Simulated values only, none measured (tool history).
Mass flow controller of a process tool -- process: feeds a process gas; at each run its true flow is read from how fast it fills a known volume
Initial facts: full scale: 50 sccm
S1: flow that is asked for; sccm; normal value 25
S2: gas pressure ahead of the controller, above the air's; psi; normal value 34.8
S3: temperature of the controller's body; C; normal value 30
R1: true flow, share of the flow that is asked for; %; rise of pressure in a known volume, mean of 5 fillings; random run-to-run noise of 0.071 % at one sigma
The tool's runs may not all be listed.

run,hour,S1,S2,S3,R1
1,0,25,34.8,30,99.7
2,476.4,25,34.8,30,99.64
3,862.2,25,34.8,38,100.32
4,1102.5,25,34.8,30,99.65
5,1417,25,34.8,30,99.79
6,1813.7,25,34.8,30,99.89
7,2272.3,25,34.8,30,99.83
8,2784.9,25,34.8,30,99.76
9,3307.9,25,34.8,30,99.74
10,3674.5,13,23.8,20,98.85
11,3922.5,8,34.8,25,98.92

What if the next run were any one of these 5? Each begins from the tool's condition after run 11:
A,4435.6,40,29.2,25,?
B,4435.6,25,23.8,30,?
C,4435.6,25,29.4,30,?
D,4435.6,17,30.3,31,?
E,4435.6,10,38.1,22,?

run,R1
A,99.74
B,99.79
C,99.76
D,99.5
E,98.68
With the hidden condition removed and each run's random variation left untouched, the same runs would have given:
run,R1
A,99.74
B,99.8
C,99.76
D,99.51
E,98.69

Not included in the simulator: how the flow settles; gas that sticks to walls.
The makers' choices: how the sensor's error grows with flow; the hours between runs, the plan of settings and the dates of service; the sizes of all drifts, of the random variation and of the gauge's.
